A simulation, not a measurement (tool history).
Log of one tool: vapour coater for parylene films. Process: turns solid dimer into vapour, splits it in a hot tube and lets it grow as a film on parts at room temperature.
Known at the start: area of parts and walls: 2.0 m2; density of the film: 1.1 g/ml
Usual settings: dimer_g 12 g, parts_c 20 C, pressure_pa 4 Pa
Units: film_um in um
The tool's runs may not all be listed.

{"run": 1, "hour": 0.0, "dimer_g": 12, "parts_c": 20, "pressure_pa": 4, "film_um": 3.27}
{"run": 2, "hour": 14.1, "dimer_g": 12, "parts_c": 20, "pressure_pa": 4, "film_um": 3.32}
{"run": 3, "hour": 39.1, "dimer_g": 12, "parts_c": 20, "pressure_pa": 4, "film_um": 3.26}
{"run": 4, "hour": 59.4, "dimer_g": 9, "parts_c": 20, "pressure_pa": 4, "film_um": 2.44}
{"run": 5, "hour": 84.6, "dimer_g": 9, "parts_c": 20, "pressure_pa": 4, "film_um": 2.46}
{"run": 6, "hour": 97.4, "dimer_g": 9, "parts_c": 20, "pressure_pa": 4, "film_um": 2.51}
{"run": 7, "hour": 118.1, "dimer_g": 11, "parts_c": 20, "pressure_pa": 4, "film_um": 3.04}
{"run": 8, "hour": 134.0, "dimer_g": 11, "parts_c": 20, "pressure_pa": 4, "film_um": 2.97}
{"run": 9, "hour": 146.9, "dimer_g": 11, "parts_c": 20, "pressure_pa": 4, "film_um": 3}
{"run": 10, "hour": 170.8, "dimer_g": 12, "parts_c": 20, "pressure_pa": 4, "film_um": 3.27}
{"run": 11, "hour": 188.7, "dimer_g": 12, "parts_c": 20, "pressure_pa": 4, "film_um": 3.26}
{"run": 12, "hour": 204.2, "dimer_g": 12, "parts_c": 20, "pressure_pa": 4, "film_um": 3.32}
{"run": 13, "hour": 228.3, "dimer_g": 12, "parts_c": 20, "pressure_pa": 4, "film_um": 3.32}
{"run": 14, "hour": 245.5, "dimer_g": 12, "parts_c": 16, "pressure_pa": 4, "film_um": 3.7}
{"run": 15, "hour": 270.5, "dimer_g": 12, "parts_c": 20, "pressure_pa": 7.02, "film_um": 3.08}
{"run": 16, "hour": 289.8, "dimer_g": 12, "parts_c": 20, "pressure_pa": 7.47, "film_um": 3.01}
{"run": 17, "hour": 312.9, "dimer_g": 12, "parts_c": 20, "pressure_pa": 3.49, "film_um": 3.33}
{"run": 18, "hour": 338.5, "dimer_g": 12, "parts_c": 20, "pressure_pa": 3.49, "film_um": 3.34}
{"run": 19, "hour": 360.6, "dimer_g": 12, "parts_c": 20, "pressure_pa": 4, "film_um": 3.25}
{"run": 20, "hour": 372.0, "dimer_g": 12, "parts_c": 20, "pressure_pa": 4, "film_um": 3.26}
{"run": 21, "hour": 386.3, "dimer_g": 12, "parts_c": 20, "pressure_pa": 4, "film_um": 3.21}
{"run": 22, "hour": 405.1, "dimer_g": 12, "parts_c": 20, "pressure_pa": 4, "film_um": 3.22}
{"run": 23, "hour": 416.9, "dimer_g": 12, "parts_c": 20, "pressure_pa": 4, "film_um": 3.27}
{"run": 24, "hour": 429.1, "dimer_g": 12, "parts_c": 20, "pressure_pa": 5.63, "film_um": 3.18}
{"run": 25, "hour": 440.8, "dimer_g": 11, "parts_c": 20, "pressure_pa": 4.25, "film_um": 2.97}
{"run": 26, "hour": 462.2, "dimer_g": 12, "parts_c": 12, "pressure_pa": 4, "film_um": 4.19}
{"run": 27, "hour": 488.3, "dimer_g": 12, "parts_c": 12, "pressure_pa": 3.53, "film_um": 4.21}
{"run": 28, "hour": 502.3, "dimer_g": 7, "parts_c": 19, "pressure_pa": 3.24, "film_um": 1.99}
{"run": 29, "hour": 516.6, "dimer_g": 7, "parts_c": 19, "pressure_pa": 5.03, "film_um": 1.92}
{"run": 30, "hour": 541.2, "dimer_g": 7, "parts_c": 19, "pressure_pa": 5.03, "film_um": 1.9}
{"run": 31, "hour": 565.4, "dimer_g": 5, "parts_c": 19, "pressure_pa": 2.55, "film_um": 1.48}
{"run": 32, "hour": 577.1, "dimer_g": 5, "parts_c": 19, "pressure_pa": 2.55, "film_um": 1.5}
{"run": 33, "hour": 603.0, "dimer_g": 17, "parts_c": 13, "pressure_pa": 2.34, "film_um": 6.09}
{"run": 34, "hour": 619.9, "dimer_g": 12, "parts_c": 18, "pressure_pa": 6.13, "film_um": 3.3}
{"run": 35, "hour": 637.4, "dimer_g": 12, "parts_c": 18, "pressure_pa": 6.13, "film_um": 3.29}
{"run": 36, "hour": 648.7, "dimer_g": 15, "parts_c": 18, "pressure_pa": 2.89, "film_um": 4.43}
{"run": 37, "hour": 668.7, "dimer_g": 12, "parts_c": 20, "pressure_pa": 11.3, "film_um": 2.89}
{"run": 38, "hour": 680.5, "dimer_g": 13, "parts_c": 29, "pressure_pa": 7.72, "film_um": 2.52}
{"run": 39, "hour": 706.6, "dimer_g": 13, "parts_c": 29, "pressure_pa": 7.72, "film_um": 2.54}
{"run": 40, "hour": 727.8, "dimer_g": 12, "parts_c": 20, "pressure_pa": 4, "film_um": 3.22}
{"run": 41, "hour": 743.5, "dimer_g": 20, "parts_c": 20, "pressure_pa": 4, "film_um": 5.49}
{"run": 42, "hour": 763.0, "dimer_g": 20, "parts_c": 20, "pressure_pa": 4, "film_um": 5.48}
{"run": 43, "hour": 786.1, "dimer_g": 20, "parts_c": 20, "pressure_pa": 4, "film_um": 5.47}
{"run": 44, "hour": 801.8, "dimer_g": 12, "parts_c": 15, "pressure_pa": 4, "film_um": 3.82}
{"run": 45, "hour": 830.8, "dimer_g": 12, "parts_c": 15, "pressure_pa": 4, "film_um": 3.8}
{"run": 46, "hour": 848.3, "dimer_g": 16, "parts_c": 24, "pressure_pa": 9.01, "film_um": 3.52}

Taken out of this log: 1 entry between the listed runs. Where each belongs, and how the hidden state differs across it:
Between runs 44 and 45: trap's valve overhauled (hour 812.2)
  vapour lost through the trap's worn valve, %: 0.5 -> 0
